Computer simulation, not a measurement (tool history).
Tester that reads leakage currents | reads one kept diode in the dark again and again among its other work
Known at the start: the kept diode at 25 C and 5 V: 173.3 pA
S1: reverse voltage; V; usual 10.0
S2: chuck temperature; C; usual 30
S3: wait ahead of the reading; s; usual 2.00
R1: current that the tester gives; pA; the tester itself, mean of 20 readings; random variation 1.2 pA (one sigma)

Run 1, day 0.000: usual settings. Result: R1 390.34 pA.
Run 2, day 1.204: usual settings. Result: R1 389.26 pA.
Run 3, day 3.804: usual settings. Result: R1 392.17 pA.
Run 4, day 5.479: usual settings. Result: R1 386.80 pA.
Run 5, day 7.167: usual settings. Result: R1 389.91 pA.
Run 6, day 9.933: usual settings. Result: R1 388.91 pA.
Run 7, day 11.425: usual settings. Result: R1 387.15 pA.
Run 8, day 13.146: usual settings. Result: R1 388.34 pA.
Run 9, day 15.388: usual settings. Result: R1 386.51 pA.
Run 10, day 18.196: usual settings. Result: R1 384.21 pA.
Run 11, day 19.954: usual settings. Result: R1 385.76 pA.
At day 20.204: tester calibrated.
Run 12, day 21.758: usual settings. Result: R1 383.60 pA.
Run 13, day 24.296: usual settings. Result: R1 382.32 pA.
Run 14, day 26.225: usual settings. Result: R1 380.92 pA.
Run 15, day 29.071: usual settings. Result: R1 383.09 pA.
Run 16, day 30.738: usual settings but S3 1.19 s. Result: R1 381.24 pA.
Run 17, day 32.638: usual settings but S2 43 C. Result: R1 1036.26 pA.
At day 33.967: tester calibrated, once more.
At day 35.446: chuck's temperature calibrated.
Run 18, day 35.667: usual settings but S1 5.2 V, S3 0.39 s. Result: R1 272.99 pA.
Run 19, day 37.429: usual settings but S1 3.9 V, S2 50 C, S3 7.87 s. Result: R1 1060.73 pA.
Run 20, day 40.396: usual settings but S1 3.9 V, S2 50 C, S3 7.87 s. Result: R1 1054.97 pA.
Run 21, day 42.117: usual settings but S1 4.6 V, S2 25 C, S3 7.87 s. Result: R1 167.92 pA.
Run 22, day 44.804: usual settings but S1 11.6 V, S2 23 C, S3 2.12 s. Result: R1 245.98 pA.
Run 23, day 46.483: usual settings but S2 21 C, S3 3.31 s. Result: R1 190.81 pA.
Run 24, day 49.108: usual settings but S1 1.0 V. Result: R1 104.00 pA.
Run 25, day 52.050: usual settings but S1 18.2 V, S2 37 C, S3 3.38 s. Result: R1 955.31 pA.
Run 26, day 55.000: usual settings but S1 5.3 V, S2 33 C, S3 1.24 s. Result: R1 342.46 pA.
Run 27, day 56.667: usual settings but S1 6.2 V, S2 24 C. Result: R1 183.63 pA.
Run 28, day 57.875: usual settings but S1 6.2 V, S2 24 C. Result: R1 182.52 pA.
Run 29, day 59.496: usual settings but S1 6.2 V, S2 27 C, S3 0.76 s. Result: R1 233.00 pA.

Forecast each of these 5 alternatives for the next run:
Run A, day 60.742: usual settings but S1 3.4 V, S2 29 C, S3 0.44 s. Result: R1 ?.
Run B, day 60.742: usual settings but S2 42 C, S3 0.75 s. Result: R1 ?.
Run C, day 60.742: usual settings but S1 5.6 V, S2 22 C. Result: R1 ?.
Run D, day 60.742: usual settings but S1 6.2 V. Result: R1 ?.
Run E, day 60.742: usual settings but S1 14.3 V. Result: R1 ?.

run      R1
  A  192.69
  B  982.31
  C  145.24
  D  294.09
  E  478.59
Without the tool's hidden state the same runs would have given:
run       R1
  A   195.66
  B  1006.84
  C   142.61
  D   296.88
  E   475.97
